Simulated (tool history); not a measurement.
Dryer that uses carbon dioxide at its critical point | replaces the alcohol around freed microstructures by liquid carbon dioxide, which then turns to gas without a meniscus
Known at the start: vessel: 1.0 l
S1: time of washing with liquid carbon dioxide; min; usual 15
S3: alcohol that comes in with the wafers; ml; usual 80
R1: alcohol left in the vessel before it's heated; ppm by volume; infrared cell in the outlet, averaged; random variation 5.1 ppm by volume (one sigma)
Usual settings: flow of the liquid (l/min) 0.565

Run 1, hour 0.0: usual settings. Result: R1 78 ppm by volume.
Run 2, hour 9.3: usual settings. Result: R1 78 ppm by volume.
Run 3, hour 21.4: usual settings. Result: R1 85 ppm by volume.
Run 4, hour 31.7: usual settings. Result: R1 92 ppm by volume.
Run 5, hour 44.2: usual settings. Result: R1 98 ppm by volume.
Run 6, hour 53.5: usual settings but S3 30 ml. Result: R1 55 ppm by volume.
Run 7, hour 66.7: usual settings but S3 30 ml. Result: R1 68 ppm by volume.
Run 8, hour 76.1: usual settings but S3 30 ml. Result: R1 69 ppm by volume.
Run 9, hour 89.2: usual settings but S3 30 ml. Result: R1 70 ppm by volume.
Run 10, hour 99.3: usual settings but S3 30 ml. Result: R1 74 ppm by volume.
Run 11, hour 107.8: usual settings but S3 30 ml. Result: R1 79 ppm by volume.
Run 12, hour 114.2: usual settings but S3 74 ml. Result: R1 118 ppm by volume.
Run 13, hour 122.2: usual settings but S3 74 ml. Result: R1 119 ppm by volume.
Run 14, hour 135.5: usual settings but flow of the liquid (l/min) 0.463, S3 45 ml. Result: R1 199 ppm by volume.

3 ways to go on from here, each from the tool as it stands after run 14. What would each give?
Run A, hour 146.0: usual settings but flow of the liquid (l/min) 0.494, S3 45 ml. Result: R1 ?.
Run B, hour 146.0: usual settings but flow of the liquid (l/min) 0.552. Result: R1 ?.
Run C, hour 146.0: usual settings but S1 12 min. Result: R1 ?.

run   R1
  A  160
  B  145
  C  369
Without the tool's hidden state the same runs would have given:
run   R1
  A   90
  B   77
  C  255
